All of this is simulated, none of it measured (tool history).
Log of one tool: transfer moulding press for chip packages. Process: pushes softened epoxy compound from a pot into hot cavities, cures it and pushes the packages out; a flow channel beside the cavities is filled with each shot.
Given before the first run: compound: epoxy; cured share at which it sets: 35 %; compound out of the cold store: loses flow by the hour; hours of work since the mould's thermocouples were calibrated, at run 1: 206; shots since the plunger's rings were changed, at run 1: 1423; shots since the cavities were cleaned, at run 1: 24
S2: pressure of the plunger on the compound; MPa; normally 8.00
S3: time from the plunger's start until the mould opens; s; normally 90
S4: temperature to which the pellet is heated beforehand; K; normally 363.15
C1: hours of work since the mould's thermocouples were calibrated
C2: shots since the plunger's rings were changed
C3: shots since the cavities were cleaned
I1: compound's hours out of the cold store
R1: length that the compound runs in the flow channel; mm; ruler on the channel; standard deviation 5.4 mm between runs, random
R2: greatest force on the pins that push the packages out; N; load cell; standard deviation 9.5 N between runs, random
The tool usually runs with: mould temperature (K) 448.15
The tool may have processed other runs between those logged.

{"run": 1, "hour": 0.0, "mould temperature (K)": 448.15, "S2": 8.0, "S3": 90, "S4": 363.15, "C1": 206, "C2": 1423, "C3": 24, "I1": 38.3, "R1": 533, "R2": 423}
{"run": 2, "hour": 15.2, "mould temperature (K)": 448.15, "S2": 8.0, "S3": 90, "S4": 364.15, "C1": 216, "C2": 1602, "C3": 203, "I1": 33.9, "R1": 539, "R2": 413}
{"run": 3, "hour": 34.2, "mould temperature (K)": 448.15, "S2": 8.0, "S3": 90, "S4": 363.15, "C1": 228, "C2": 1825, "C3": 426, "I1": 29.0, "R1": 548, "R2": 420}
{"run": 4, "hour": 50.2, "mould temperature (K)": 448.15, "S2": 8.0, "S3": 90, "S4": 363.15, "C1": 239, "C2": 2014, "C3": 615, "I1": 25.3, "R1": 556, "R2": 440}
{"run": 5, "hour": 67.6, "mould temperature (K)": 448.15, "S2": 8.0, "S3": 90, "S4": 363.15, "C1": 250, "C2": 2218, "C3": 819, "I1": 22.3, "R1": 557, "R2": 435}
{"run": 6, "hour": 89.4, "mould temperature (K)": 448.15, "S2": 8.0, "S3": 90, "S4": 363.15, "C1": 264, "C2": 2474, "C3": 1075, "I1": 23.3, "R1": 548, "R2": 438}
{"hour": 96.2, "done": "cavities cleaned with cleaning compound and waxed"}
{"run": 7, "hour": 105.1, "mould temperature (K)": 448.15, "S2": 8.0, "S3": 90, "S4": 366.15, "C1": 274, "C2": 2641, "C3": 104, "I1": 38.4, "R1": 525, "R2": 402}
{"run": 8, "hour": 115.2, "mould temperature (K)": 448.15, "S2": 8.0, "S3": 90, "S4": 366.15, "C1": 280, "C2": 2760, "C3": 223, "I1": 23.4, "R1": 551, "R2": 440}
{"run": 9, "hour": 127.1, "mould temperature (K)": 448.15, "S2": 8.0, "S3": 90, "S4": 366.15, "C1": 288, "C2": 2900, "C3": 363, "I1": 16.2, "R1": 569, "R2": 426}
{"run": 10, "hour": 147.7, "mould temperature (K)": 449.15, "S2": 8.0, "S3": 106, "S4": 363.15, "C1": 302, "C2": 3142, "C3": 605, "I1": 32.1, "R1": 549, "R2": 344}
{"run": 11, "hour": 165.4, "mould temperature (K)": 449.15, "S2": 8.0, "S3": 106, "S4": 363.15, "C1": 313, "C2": 3351, "C3": 814, "I1": 42.8, "R1": 533, "R2": 326}
{"run": 12, "hour": 181.3, "mould temperature (K)": 442.15, "S2": 8.0, "S3": 90, "S4": 363.15, "C1": 324, "C2": 3537, "C3": 1000, "I1": 42.8, "R1": 540, "R2": 619}
{"hour": 194.8, "done": "cavities cleaned with cleaning compound and waxed"}
{"run": 13, "hour": 197.1, "mould temperature (K)": 442.15, "S2": 6.63, "S3": 78, "S4": 355.15, "C1": 333, "C2": 3705, "C3": 26, "I1": 20.9, "R1": 531, "R2": 880}
{"run": 14, "hour": 213.7, "mould temperature (K)": 444.15, "S2": 6.63, "S3": 108, "S4": 355.15, "C1": 344, "C2": 3901, "C3": 222, "I1": 36.3, "R1": 488, "R2": 386}
{"run": 15, "hour": 230.6, "mould temperature (K)": 444.15, "S2": 6.63, "S3": 108, "S4": 355.15, "C1": 355, "C2": 4100, "C3": 421, "I1": 36.6, "R1": 498, "R2": 402}
{"run": 16, "hour": 246.6, "mould temperature (K)": 450.15, "S2": 9.82, "S3": 90, "S4": 363.15, "C1": 365, "C2": 4287, "C3": 608, "I1": 45.1, "R1": 570, "R2": 373}
{"run": 17, "hour": 268.8, "mould temperature (K)": 450.15, "S2": 9.82, "S3": 90, "S4": 363.15, "C1": 380, "C2": 4549, "C3": 870, "I1": 10.4, "R1": 630, "R2": 394}

Forecast each of these 3 alternatives for the next run:
{"run": "A", "hour": 279.7, "mould temperature (K)": 448.15, "S2": 8.0, "S3": 90, "S4": 359.15, "C1": 387, "C2": 4676, "C3": 997, "I1": 43.9, "R1": "?", "R2": "?"}
{"run": "B", "hour": 279.7, "mould temperature (K)": 444.15, "S2": 9.82, "S3": 72, "S4": 359.15, "C1": 387, "C2": 4676, "C3": 997, "I1": 17.8, "R1": "?", "R2": "?"}
{"run": "C", "hour": 279.7, "mould temperature (K)": 448.15, "S2": 7.0, "S3": 121, "S4": 355.15, "C1": 387, "C2": 4676, "C3": 997, "I1": 12.7, "R1": "?", "R2": "?"}

run=A R1=526 R2=416
run=B R1=617 R2=935
run=C R1=531 R2=311
With the hidden condition removed and each run's random variation left untouched, the same runs would have given:
run=A R1=527 R2=411
run=B R1=618 R2=924
run=C R1=531 R2=307

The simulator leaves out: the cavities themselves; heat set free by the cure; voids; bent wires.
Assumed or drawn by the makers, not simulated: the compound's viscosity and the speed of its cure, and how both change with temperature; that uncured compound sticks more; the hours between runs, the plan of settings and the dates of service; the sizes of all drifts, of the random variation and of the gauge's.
